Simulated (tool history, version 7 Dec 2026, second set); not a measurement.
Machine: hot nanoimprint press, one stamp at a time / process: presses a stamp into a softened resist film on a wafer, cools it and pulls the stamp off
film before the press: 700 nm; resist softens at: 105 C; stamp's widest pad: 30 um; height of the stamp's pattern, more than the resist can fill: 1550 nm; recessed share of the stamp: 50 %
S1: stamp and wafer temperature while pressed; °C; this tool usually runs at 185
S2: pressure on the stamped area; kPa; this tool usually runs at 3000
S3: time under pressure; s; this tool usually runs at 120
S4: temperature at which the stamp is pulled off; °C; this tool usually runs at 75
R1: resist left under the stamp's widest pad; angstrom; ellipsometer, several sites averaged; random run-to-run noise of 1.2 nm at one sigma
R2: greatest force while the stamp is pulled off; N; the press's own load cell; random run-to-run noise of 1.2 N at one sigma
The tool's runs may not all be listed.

run 1 day=0 | S1=185 S2=3000 S3=120 S4=75 | R1=2539 R2=110
run 2 day=1.554 | S1=176 S2=3000 S3=120 S4=75 | R1=3997 R2=110
run 3 day=3.958 | S1=176 S2=3000 S3=120 S4=75 | R1=3966 R2=113
-- day=4.379 plate thermocouple calibrated
run 4 day=6.7 | S1=178 S2=3000 S3=120 S4=75 | R1=3782 R2=115
run 5 day=8.083 | S1=185 S2=3000 S3=120 S4=71 | R1=2663 R2=119
-- day=8.921 stamp cleaned and given a new release coat
run 6 day=10.85 | S1=185 S2=3000 S3=120 S4=71 | R1=2647 R2=108
run 7 day=12.458 | S1=185 S2=3000 S3=120 S4=64 | R1=2624 R2=118
run 8 day=14.15 | S1=185 S2=3000 S3=120 S4=64 | R1=2642 R2=117
run 9 day=16.292 | S1=185 S2=3000 S3=120 S4=64 | R1=2618 R2=119
run 10 day=18.408 | S1=185 S2=3000 S3=120 S4=75 | R1=2615 R2=117
run 11 day=20.046 | S1=185 S2=3000 S3=120 S4=75 | R1=2605 R2=116
-- day=21 stamp cleaned and given a new release coat
run 12 day=21.871 | S1=185 S2=3000 S3=120 S4=75 | R1=2599 R2=106
run 13 day=24.517 | S1=185 S2=3000 S3=120 S4=78 | R1=2596 R2=106
run 14 day=26.983 | S1=174 S2=3000 S3=120 S4=71 | R1=4406 R2=115
-- day=27.438 plate thermocouple calibrated
run 15 day=29.658 | S1=174 S2=3150 S3=100 S4=68 | R1=4701 R2=120
run 16 day=32.067 | S1=185 S2=2040 S3=120 S4=75 | R1=3184 R2=115
-- day=33.229 stamp cleaned and given a new release coat
run 17 day=34.658 | S1=185 S2=2900 S3=156 S4=75 | R1=2416 R2=105
run 18 day=37.142 | S1=192 S2=1900 S3=101 S4=62 | R1=2483 R2=116
run 19 day=38.446 | S1=192 S2=1900 S3=101 S4=62 | R1=2483 R2=117
run 20 day=40.117 | S1=192 S2=1900 S3=101 S4=62 | R1=2457 R2=121
run 21 day=42.471 | S1=192 S2=1900 S3=101 S4=62 | R1=2441 R2=122
run 22 day=43.788 | S1=180 S2=3000 S3=184 S4=75 | R1=2842 R2=115

A few steps of R1 between consecutive runs. Split each: what settings, incoming material and random variation would produce without the hidden state, and what is left over for the hidden state, along with gauge scatter present in only one of the two compared results (measured, and without hidden state):
Hidden conditions of the tool in this case: true temperature over the reading, C; pressure that arrives at the usual setting, %; grip of the stamp's worn release coat, % over a new coat's; drift of the gauge itself on residual_nm, %; drift of the gauge itself on pull_off_n, %.
Run 3 -> 4: S1 176 -> 178, plate thermocouple calibrated. R1 -184 angstrom: hidden state +188, all else -372.
Run 13 -> 14: S1 185 -> 174, S4 78 -> 71. R1 +1810 angstrom: hidden state -62, all else +1872.
Run 14 -> 15: S2 3000 -> 3150, S3 120 -> 100, S4 71 -> 68, plate thermocouple calibrated. R1 +295 angstrom: hidden state +171, all else +124.
Run 15 -> 16: S1 174 -> 185, S2 3150 -> 2040, S3 100 -> 120, S4 68 -> 75. R1 -1517 angstrom: hidden state -22, all else -1495.
